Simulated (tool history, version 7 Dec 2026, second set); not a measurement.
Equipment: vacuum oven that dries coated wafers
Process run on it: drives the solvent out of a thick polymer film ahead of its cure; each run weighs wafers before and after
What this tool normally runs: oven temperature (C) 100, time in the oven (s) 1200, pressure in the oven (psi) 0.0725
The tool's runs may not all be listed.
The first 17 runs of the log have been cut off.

Run 18, hour 943.3: usual settings but pressure in the oven (psi) 0.248. Result: solvent left in the film (%) 5.56.
Run 19, hour 1013.8: usual settings but oven temperature (C) 91, pressure in the oven (psi) 0.0621. Result: solvent left in the film (%) 8.73.
Run 20, hour 1068.9: usual settings but oven temperature (C) 91, time in the oven (s) 960, pressure in the oven (psi) 0.2635. Result: solvent left in the film (%) 11.67.
Run 21, hour 1129.1: usual settings but oven temperature (C) 114, time in the oven (s) 840, pressure in the oven (psi) 0.1778. Result: solvent left in the film (%) 1.91.
Run 22, hour 1182.4: usual settings but oven temperature (C) 108, time in the oven (s) 1980, pressure in the oven (psi) 0.0892. Result: solvent left in the film (%) 0.76.
Run 23, hour 1227.1: usual settings but oven temperature (C) 108, time in the oven (s) 1980, pressure in the oven (psi) 0.0892. Result: solvent left in the film (%) 0.78.
Run 24, hour 1272.2: usual settings but oven temperature (C) 111, time in the oven (s) 1020, pressure in the oven (psi) 0.0432. Result: solvent left in the film (%) 1.36.
Run 25, hour 1316.3: usual settings but oven temperature (C) 111, time in the oven (s) 1020, pressure in the oven (psi) 0.0432. Result: solvent left in the film (%) 1.34.
Run 26, hour 1371.9: usual settings but oven temperature (C) 86, time in the oven (s) 1860, pressure in the oven (psi) 0.0432. Result: solvent left in the film (%) 8.14.
Run 27, hour 1408.9: usual settings but oven temperature (C) 86, time in the oven (s) 960, pressure in the oven (psi) 0.1997. Result: solvent left in the film (%) 13.59.
At hour 1471: vacuum gauge cleaned of residue and calibrated.
Run 28, hour 1476.5: usual settings but oven temperature (C) 86, time in the oven (s) 960, pressure in the oven (psi) 0.1997. Result: solvent left in the film (%) 13.53.
Run 29, hour 1532.8: usual settings but oven temperature (C) 102, pressure in the oven (psi) 0.1841. Result: solvent left in the film (%) 4.18.
At hour 1586.7: oven's thermocouples calibrated.
Run 30, hour 1602.7: usual settings but oven temperature (C) 105, time in the oven (s) 1080, pressure in the oven (psi) 0.0669. Result: solvent left in the film (%) 2.9.
Run 31, hour 1648.9: usual settings but oven temperature (C) 93, time in the oven (s) 1080, pressure in the oven (psi) 0.0669. Result: solvent left in the film (%) 8.57.
Run 32, hour 1684: usual settings but oven temperature (C) 93, time in the oven (s) 1080, pressure in the oven (psi) 0.0669. Result: solvent left in the film (%) 8.43.
Run 33, hour 1740: usual settings but oven temperature (C) 111, pressure in the oven (psi) 0.2695. Result: solvent left in the film (%) 2.08.

Predict each of these 4 candidate next runs independently; none follows another, all start after run 33:
Run A, hour 1775.9: usual settings but oven temperature (C) 111, pressure in the oven (psi) 0.0869. Result: solvent left in the film (%) ?.
Run B, hour 1775.9: usual settings but oven temperature (C) 111, pressure in the oven (psi) 0.2125. Result: solvent left in the film (%) ?.
Run C, hour 1775.9: usual settings but oven temperature (C) 95, time in the oven (s) 780, pressure in the oven (psi) 0.288. Result: solvent left in the film (%) ?.
Run D, hour 1775.9: usual settings but pressure in the oven (psi) 0.2695. Result: solvent left in the film (%) ?.

run  solvent left in the film (%)
  A                          1.14
  B                           1.8
  C                         11.11
  D                          5.62
Take away the tool's hidden state, keep each run's random variation, and the runs would have read:
run  solvent left in the film (%)
  A                          1.14
  B                          1.81
  C                         11.12
  D                          5.63

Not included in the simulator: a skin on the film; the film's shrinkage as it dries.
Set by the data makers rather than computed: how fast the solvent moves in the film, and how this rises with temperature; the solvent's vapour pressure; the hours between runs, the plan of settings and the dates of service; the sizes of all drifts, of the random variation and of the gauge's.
